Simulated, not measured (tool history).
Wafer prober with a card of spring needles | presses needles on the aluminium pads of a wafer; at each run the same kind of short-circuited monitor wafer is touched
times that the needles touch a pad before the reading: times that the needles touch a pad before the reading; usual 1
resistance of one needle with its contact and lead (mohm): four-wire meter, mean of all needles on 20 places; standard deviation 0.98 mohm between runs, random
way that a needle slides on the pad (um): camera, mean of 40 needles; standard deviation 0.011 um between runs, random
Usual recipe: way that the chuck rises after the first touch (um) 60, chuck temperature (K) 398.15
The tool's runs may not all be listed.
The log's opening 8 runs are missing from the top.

run   hour  way that the chuck rises after the first touch (um)  chuck temperature (K)  times that the needles touch a pad before the reading  touches since the tips were cleaned  cleanings since the card got new needles  touches since the first contact's height was set  resistance of one needle with its contact and lead (mohm)  way that a needle slides on the pad (um)
     167.9  -- tips cleaned on abrasive film
  9  178.7                                                   60                 398.15                                                      2                                 4521                                        75                                             23004                                                      282.9                                     12.02
       185  -- tips cleaned on abrasive film
     201.6  -- tips cleaned on abrasive film
 10  201.6                                                   44                 398.15                                                      2                                    0                                        77                                             32604                                                      288.3                                      8.83
     220.2  -- tips cleaned on abrasive film
 11  220.4                                                   72                 398.15                                                      1                                  103                                        78                                             40491                                                      282.7                                     14.42
     237.9  -- tips cleaned on abrasive film
 12  238.8                                                   72                 398.15                                                      1                                  376                                        79                                             48211                                                      277.7                                     14.43
     254.4  -- tips cleaned on abrasive film
 13  261.2                                                   72                 398.15                                                      1                                 2835                                        80                                             57609                                                      279.7                                     14.44
       272  -- tips cleaned on abrasive film
 14    274                                                   72                 299.15                                                      1                                  836                                        81                                             62974                                                      253.8                                     14.43
     288.4  -- tips cleaned on abrasive film
 15  301.2                                                   72                 299.15                                                      1                                 5421                                        82                                             74421                                                      252.1                                     14.43
     304.7  -- tips cleaned on abrasive film
 16  320.2                                                   72                 304.15                                                      1                                 6548                                        83                                             82415                                                      254.2                                     14.43
     323.2  -- tips cleaned on abrasive film
 17  334.5                                                   69                 398.15                                                      1                                 4764                                        84                                             88368                                                      280.7                                     13.84
     340.3  -- tips cleaned on abrasive film
     358.4  -- tips cleaned on abrasive film
 18  360.6                                                   69                 398.15                                                      1                                  927                                        86                                             99311                                                        281                                     13.85
     374.8  -- tips cleaned on abrasive film
 19  374.8                                                   57                 359.15                                                      1                                   15                                        87                                            105269                                                      273.3                                     11.42
 20  387.7                                                   47                 343.15                                                      2                                 5442                                        87                                            110696                                                      270.9                                      9.42
     392.7  -- tips cleaned on abrasive film
 21  407.1                                                   47                 343.15                                                      2                                 6088                                        88                                            118855                                                      270.6                                      9.43
     409.2  -- tips cleaned on abrasive film
 22  419.8                                                   47                 343.15                                                      2                                 4474                                        89                                            124177                                                      271.3                                      9.41
     426.1  -- tips cleaned on abrasive film
 23  434.7                                                   74                 362.15                                                      2                                 3652                                        90                                            130435                                                      269.7                                     14.81
     442.3  -- tips cleaned on abrasive film
 24  452.3                                                   48                 362.15                                                      2                                 4220                                        91                                            137812                                                      275.2                                       9.6
     460.7  -- tips cleaned on abrasive film
     465.9  -- height of the first contact set anew
 25  470.1                                                   61                 365.15                                                      1                                 3841                                        92                                              1792                                                      274.2                                     12.26
     478.8  -- tips cleaned on abrasive film
     497.4  -- tips cleaned on abrasive film
 26  498.1                                                   51                 300.15                                                      1                                  307                                        94                                             13503                                                      256.3                                     10.22
 27  511.1                                                   60                 347.15                                                      1                                 5812                                        94                                             19008                                                      268.3                                     12.02
     514.6  -- tips cleaned on abrasive film
     532.6  -- tips cleaned on abrasive film
 28  534.6                                                   60                 347.15                                                      1                                  826                                        96                                             28826                                                        268                                     12.02
     548.9  -- tips cleaned on abrasive film
 29  556.7                                                   60                 347.15                                                      1                                 3293                                        97                                             38096                                                      267.4                                     12.03
     567.6  -- tips cleaned on abrasive film
 30  570.2                                                   60                 347.15                                                      1                                 1066                                        98                                             43753                                                      267.7                                     12.02
 31    583                                                   58                 336.15                                                      1                                 6470                                        98                                             49157                                                      266.1                                     11.63

Each row is a separate what-if for the run after 31, all from the same tool condition, not one after another. Results?
     585.4  -- tips cleaned on abrasive film
     602.9  -- tips cleaned on abrasive film
  A  603.4                                                   55                 336.15                                                      3                                  217                                       100                                             57697                                                          ?                                         ?
     585.4  -- tips cleaned on abrasive film
     602.9  -- tips cleaned on abrasive film
  B  603.4                                                   60                 320.15                                                      1                                  217                                       100                                             57697                                                          ?                                         ?
     585.4  -- tips cleaned on abrasive film
     602.9  -- tips cleaned on abrasive film
  C  603.4                                                   43                 362.15                                                      1                                  217                                       100                                             57697                                                          ?                                         ?
     585.4  -- tips cleaned on abrasive film
     602.9  -- tips cleaned on abrasive film
  D  603.4                                                   58                 336.15                                                      2                                  217                                       100                                             57697                                                          ?                                         ?

run  resistance of one needle with its contact and lead (mohm)  way that a needle slides on the pad (um)
  A                                                      266.2                                     11.01
  B                                                      259.9                                     12.04
  C                                                      277.5                                      8.62
  D                                                      263.9                                     11.62
Without the tool's hidden state the same runs would have given:
run  resistance of one needle with its contact and lead (mohm)  way that a needle slides on the pad (um)
  A                                                      266.2                                     11.01
  B                                                      259.8                                     12.04
  C                                                      277.3                                      8.62
  D                                                      263.8                                     11.62
